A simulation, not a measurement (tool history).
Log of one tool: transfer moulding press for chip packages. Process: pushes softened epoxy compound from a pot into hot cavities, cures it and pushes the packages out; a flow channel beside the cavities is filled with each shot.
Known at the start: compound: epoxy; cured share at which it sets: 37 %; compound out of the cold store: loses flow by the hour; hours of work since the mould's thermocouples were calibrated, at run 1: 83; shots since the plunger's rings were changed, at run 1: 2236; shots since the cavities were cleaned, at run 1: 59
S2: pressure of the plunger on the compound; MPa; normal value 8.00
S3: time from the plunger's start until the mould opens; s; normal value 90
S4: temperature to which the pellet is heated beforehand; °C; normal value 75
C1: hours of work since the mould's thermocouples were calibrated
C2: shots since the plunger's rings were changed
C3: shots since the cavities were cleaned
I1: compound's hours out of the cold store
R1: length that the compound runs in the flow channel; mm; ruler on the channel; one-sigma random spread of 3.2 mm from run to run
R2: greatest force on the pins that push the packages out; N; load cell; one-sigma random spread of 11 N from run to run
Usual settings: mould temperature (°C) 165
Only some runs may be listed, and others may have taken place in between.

{"run": 1, "day": 0.0, "mould temperature (°C)": 165, "S2": 8.0, "S3": 90, "S4": 75, "C1": 83, "C2": 2236, "C3": 59, "I1": 21.3, "R1": 850, "R2": 572}
{"run": 2, "day": 1.062, "mould temperature (°C)": 165, "S2": 8.0, "S3": 90, "S4": 75, "C1": 96, "C2": 2498, "C3": 321, "I1": 14.4, "R1": 867, "R2": 790}
{"run": 3, "day": 2.471, "mould temperature (°C)": 165, "S2": 8.0, "S3": 72, "S4": 75, "C1": 112, "C2": 2845, "C3": 668, "I1": 16.7, "R1": 848, "R2": 1373}
{"day": 3.512, "done": "plunger's sealing rings changed"}
{"day": 3.575, "done": "cavities cleaned with cleaning compound and waxed"}
{"run": 4, "day": 4.267, "mould temperature (°C)": 160, "S2": 8.0, "S3": 72, "S4": 75, "C1": 130, "C2": 170, "C3": 170, "I1": 32.3, "R1": 862, "R2": 1344}
{"run": 5, "day": 6.65, "mould temperature (°C)": 165, "S2": 8.0, "S3": 90, "S4": 77, "C1": 157, "C2": 757, "C3": 757, "I1": 9.9, "R1": 910, "R2": 934}
{"day": 7.325, "done": "cavities cleaned with cleaning compound and waxed"}
{"run": 6, "day": 8.65, "mould temperature (°C)": 165, "S2": 8.0, "S3": 90, "S4": 77, "C1": 179, "C2": 1235, "C3": 327, "I1": 13.5, "R1": 892, "R2": 795}
{"run": 7, "day": 10.862, "mould temperature (°C)": 165, "S2": 8.0, "S3": 90, "S4": 77, "C1": 204, "C2": 1780, "C3": 872, "I1": 39.3, "R1": 789, "R2": 932}
{"day": 11.058, "done": "cavities cleaned with cleaning compound and waxed"}
{"run": 8, "day": 12.012, "mould temperature (°C)": 165, "S2": 8.0, "S3": 90, "S4": 77, "C1": 217, "C2": 2048, "C3": 235, "I1": 17.8, "R1": 854, "R2": 720}
{"run": 9, "day": 14.117, "mould temperature (°C)": 165, "S2": 8.0, "S3": 82, "S4": 77, "C1": 240, "C2": 2566, "C3": 753, "I1": 34.1, "R1": 794, "R2": 989}
{"day": 14.708, "done": "cavities cleaned with cleaning compound and waxed"}
{"day": 16.292, "done": "plunger's sealing rings changed"}
{"run": 10, "day": 16.292, "mould temperature (°C)": 165, "S2": 8.0, "S3": 82, "S4": 77, "C1": 263, "C2": 0, "C3": 364, "I1": 39.7, "R1": 815, "R2": 861}
{"run": 11, "day": 18.288, "mould temperature (°C)": 165, "S2": 8.0, "S3": 82, "S4": 77, "C1": 286, "C2": 492, "C3": 856, "I1": 37.3, "R1": 818, "R2": 1050}
{"day": 18.592, "done": "cavities cleaned with cleaning compound and waxed"}
{"run": 12, "day": 20.471, "mould temperature (°C)": 165, "S2": 7.94, "S3": 82, "S4": 77, "C1": 310, "C2": 1015, "C3": 463, "I1": 35.6, "R1": 811, "R2": 912}
{"day": 20.983, "done": "mould's thermocouples calibrated"}
{"run": 13, "day": 21.879, "mould temperature (°C)": 165, "S2": 7.94, "S3": 82, "S4": 77, "C1": 10, "C2": 1341, "C3": 789, "I1": 15.7, "R1": 878, "R2": 1099}
{"day": 22.454, "done": "cavities cleaned with cleaning compound and waxed"}
{"run": 14, "day": 23.246, "mould temperature (°C)": 165, "S2": 7.94, "S3": 82, "S4": 77, "C1": 25, "C2": 1663, "C3": 195, "I1": 42.3, "R1": 783, "R2": 766}
{"run": 15, "day": 25.196, "mould temperature (°C)": 161, "S2": 6.51, "S3": 108, "S4": 69, "C1": 47, "C2": 2143, "C3": 675, "I1": 9.4, "R1": 817, "R2": 933}
{"day": 26.229, "done": "cavities cleaned with cleaning compound and waxed"}
{"run": 16, "day": 26.892, "mould temperature (°C)": 161, "S2": 6.51, "S3": 108, "S4": 69, "C1": 66, "C2": 2546, "C3": 164, "I1": 9.9, "R1": 810, "R2": 660}
{"run": 17, "day": 28.567, "mould temperature (°C)": 161, "S2": 6.51, "S3": 108, "S4": 69, "C1": 85, "C2": 2958, "C3": 576, "I1": 40.5, "R1": 708, "R2": 830}
{"day": 29.179, "done": "plunger's sealing rings changed"}
{"run": 18, "day": 29.762, "mould temperature (°C)": 159, "S2": 7.69, "S3": 109, "S4": 78, "C1": 97, "C2": 143, "C3": 845, "I1": 36.9, "R1": 830, "R2": 979}
{"day": 30.025, "done": "cavities cleaned with cleaning compound and waxed"}
{"run": 19, "day": 31.362, "mould temperature (°C)": 161, "S2": 9.71, "S3": 71, "S4": 78, "C1": 115, "C2": 522, "C3": 329, "I1": 8.3, "R1": 1037, "R2": 1738}
{"day": 33.838, "done": "cavities cleaned with cleaning compound and waxed"}
{"run": 20, "day": 33.838, "mould temperature (°C)": 158, "S2": 9.71, "S3": 71, "S4": 78, "C1": 142, "C2": 1116, "C3": 0, "I1": 43.6, "R1": 895, "R2": 1143}
{"run": 21, "day": 34.95, "mould temperature (°C)": 166, "S2": 9.71, "S3": 71, "S4": 78, "C1": 155, "C2": 1391, "C3": 275, "I1": 12.9, "R1": 975, "R2": 1064}
{"run": 22, "day": 36.388, "mould temperature (°C)": 159, "S2": 9.71, "S3": 71, "S4": 75, "C1": 171, "C2": 1745, "C3": 629, "I1": 37.4, "R1": 905, "R2": 2017}
{"day": 37.5, "done": "cavities cleaned with cleaning compound and waxed"}
{"run": 23, "day": 38.175, "mould temperature (°C)": 163, "S2": 9.39, "S3": 124, "S4": 67, "C1": 190, "C2": 2169, "C3": 165, "I1": 27.1, "R1": 900, "R2": 557}
{"run": 24, "day": 39.629, "mould temperature (°C)": 169, "S2": 9.39, "S3": 124, "S4": 71, "C1": 207, "C2": 2528, "C3": 524, "I1": 41.1, "R1": 824, "R2": 705}
{"day": 41.221, "done": "cavities cleaned with cleaning compound and waxed"}
{"run": 25, "day": 41.821, "mould temperature (°C)": 165, "S2": 9.97, "S3": 107, "S4": 75, "C1": 231, "C2": 3052, "C3": 147, "I1": 13.7, "R1": 957, "R2": 603}
{"day": 42.117, "done": "plunger's sealing rings changed"}
{"run": 26, "day": 43.429, "mould temperature (°C)": 165, "S2": 9.97, "S3": 107, "S4": 75, "C1": 248, "C2": 323, "C3": 518, "I1": 34.0, "R1": 923, "R2": 746}
{"day": 45.054, "done": "cavities cleaned with cleaning compound and waxed"}
{"run": 27, "day": 45.8, "mould temperature (°C)": 162, "S2": 9.97, "S3": 107, "S4": 75, "C1": 274, "C2": 892, "C3": 184, "I1": 41.0, "R1": 909, "R2": 657}

For some of the steps in R1 from one run to the next: how much would appear even if the tool had no hidden state, given the settings, what came in and random variation, and how much remains for the hidden state plus any gauge scatter that the measured result and the result without hidden state don't share?
What the log doesn't record here: true mould temperature over the reading, C; pressure that reaches the compound, % of what is set; grip of the stained cavities, % over clean ones'; drift of the gauge itself on flow_mm, %; drift of the gauge itself on push_out_n, %.
Run 3 -> 4: mould temperature (°C) 165 -> 160, plunger's sealing rings changed, cavities cleaned with cleaning compound and waxed. R1 +14 mm: hidden state +46, all else -32.
Run 18 -> 19: mould temperature (°C) 159 -> 161, S2 7.69 -> 9.71, S3 109 -> 71, cavities cleaned with cleaning compound and waxed. R1 +207 mm: hidden state -9, all else +216.
Run 19 -> 20: mould temperature (°C) 161 -> 158, cavities cleaned with cleaning compound and waxed. R1 -142 mm: hidden state -11, all else -131.
Run 25 -> 26: plunger's sealing rings changed. R1 -34 mm: hidden state +58, all else -92.
